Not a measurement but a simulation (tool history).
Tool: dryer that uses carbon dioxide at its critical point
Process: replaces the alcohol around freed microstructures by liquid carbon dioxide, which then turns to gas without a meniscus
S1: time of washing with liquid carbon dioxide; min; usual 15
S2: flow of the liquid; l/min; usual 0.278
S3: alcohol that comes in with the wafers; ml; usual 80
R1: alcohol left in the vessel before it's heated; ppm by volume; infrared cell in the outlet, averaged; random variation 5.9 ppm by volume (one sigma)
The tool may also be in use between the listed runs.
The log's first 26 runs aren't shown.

| run | hour | S1 | S2 | S3 | R1 |
|---|---|---|---|---|---|
| 27 | 489.9 | 21 | 0.172 | 41 | 575 |
| 28 | 515.7 | 15 | 0.276 | 115 | 645 |
| 29 | 534.9 | 11 | 0.331 | 69 | 752 |
| 30 | 555.3 | 11 | 0.331 | 75 | 823 |
| 31 | 573.7 | 11 | 0.331 | 75 | 837 |
| 32 | 594.4 | 19 | 0.331 | 75 | 261 |
|  | 620.0 | purifier's bed changed |
| 33 | 624.3 | 10 | 0.386 | 35 | 220 |
| 34 | 651.8 | 10 | 0.386 | 35 | 224 |
| 35 | 678.6 | 22 | 0.185 | 80 | 421 |
| 36 | 690.2 | 14 | 0.339 | 80 | 164 |
|  | 695.7 | inlet filter changed |
| 37 | 707.8 | 15 | 0.278 | 33 | 106 |
| 38 | 724.4 | 15 | 0.278 | 33 | 110 |
| 39 | 740.4 | 10 | 0.292 | 33 | 649 |
| 40 | 766.5 | 12 | 0.280 | 71 | 754 |
| 41 | 784.9 | 12 | 0.280 | 71 | 766 |
| 42 | 808.7 | 12 | 0.280 | 71 | 760 |
| 43 | 821.9 | 23 | 0.294 | 66 | 46 |
| 44 | 835.0 | 9 | 0.294 | 40 | 1364 |
| 45 | 847.0 | 15 | 0.278 | 45 | 191 |
| 46 | 863.8 | 24 | 0.278 | 27 | 47 |

5 ways to go on from here, each from the tool as it stands after run 46. What would each give?
| A | 885.1 | 24 | 0.225 | 68 | ? |
| B | 885.1 | 24 | 0.273 | 60 | ? |
| C | 885.1 | 20 | 0.341 | 80 | ? |
| D | 885.1 | 18 | 0.316 | 62 | ? |
| E | 885.1 | 24 | 0.210 | 33 | ? |

| run | R1 |
|---|---|
| A | 93 |
| B | 54 |
| C | 50 |
| D | 70 |
| E | 88 |
Without the tool's hidden state the same runs would have given:
| run | R1 |
|---|---|
| A | 39 |
| B | 6 |
| C | 3 |
| D | 20 |
| E | 36 |

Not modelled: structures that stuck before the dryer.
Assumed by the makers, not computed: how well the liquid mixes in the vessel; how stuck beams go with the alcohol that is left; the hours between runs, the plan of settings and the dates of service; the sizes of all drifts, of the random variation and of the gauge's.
